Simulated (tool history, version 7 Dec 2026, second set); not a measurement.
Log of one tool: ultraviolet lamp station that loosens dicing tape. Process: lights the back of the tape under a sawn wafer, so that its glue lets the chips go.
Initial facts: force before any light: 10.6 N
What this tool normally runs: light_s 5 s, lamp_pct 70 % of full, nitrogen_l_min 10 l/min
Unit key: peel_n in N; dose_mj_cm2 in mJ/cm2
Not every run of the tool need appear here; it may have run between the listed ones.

| run | hour | light_s | lamp_pct | nitrogen_l_min | peel_n | dose_mj_cm2 |
|---|---|---|---|---|---|---|
| 1 | 0 | 5 | 70 | 10 | 1.727 | 481 |
| 2 | 6.6 | 5 | 70 | 10 | 1.712 | 475 |
| 3 | 15.7 | 5 | 70 | 10 | 1.681 | 472 |
| 4 | 25.6 | 5 | 70 | 10 | 1.749 | 476 |
| 5 | 33.8 | 5 | 75 | 10 | 1.557 | 503 |
| 6 | 39.7 | 5 | 75 | 10 | 1.505 | 512 |
| 7 | 45.2 | 5 | 75 | 10 | 1.575 | 507 |
| 8 | 50.5 | 5 | 77 | 10 | 1.466 | 523 |
| 9 | 55.2 | 5 | 70 | 10 | 1.749 | 468 |
| 10 | 64.7 | 5 | 70 | 7 | 2.182 | 470 |
| 11 | 71.1 | 5 | 70 | 10 | 1.754 | 469 |
| 12 | 77.9 | 5 | 70 | 10 | 1.731 | 461 |
| 13 | 86.7 | 5 | 70 | 10 | 1.776 | 465 |
| 14 | 95.5 | 5 | 92 | 10 | 1.037 | 607 |
| 15 | 104.6 | 5 | 92 | 10 | 1.03 | 608 |
| 16 | 114.8 | 5 | 92 | 10 | 1.028 | 607 |
| 17 | 120.1 | 5 | 92 | 10 | 1.075 | 610 |
| 18 | 127.8 | 5 | 92 | 10 | 1.008 | 602 |
| 19 | 139.3 | 5 | 92 | 10 | 1.035 | 606 |
| 20 | 147.8 | 5 | 65 | 5 | 2.958 | 424 |
| 21 | 156.7 | 3 | 87 | 6 | 3.617 | 337 |
| 22 | 165.2 | 10 | 89 | 7 | 0.252 | 1161 |
| 23 | 175.9 | 9 | 82 | 4 | 0.803 | 952 |
| 24 | 181 | 3 | 70 | 6 | 4.438 | 273 |

The next listed run, before its measurement:
| 25 | 189.1 | 3 | 90 | 6 | ? | ? |

Run 25 produced peel_n 3.377 N, dose_mj_cm2 351 mJ/cm2.
With no hidden state in the tool, this same run would have given peel_n 2.918 N, dose_mj_cm2 397 mJ/cm2.
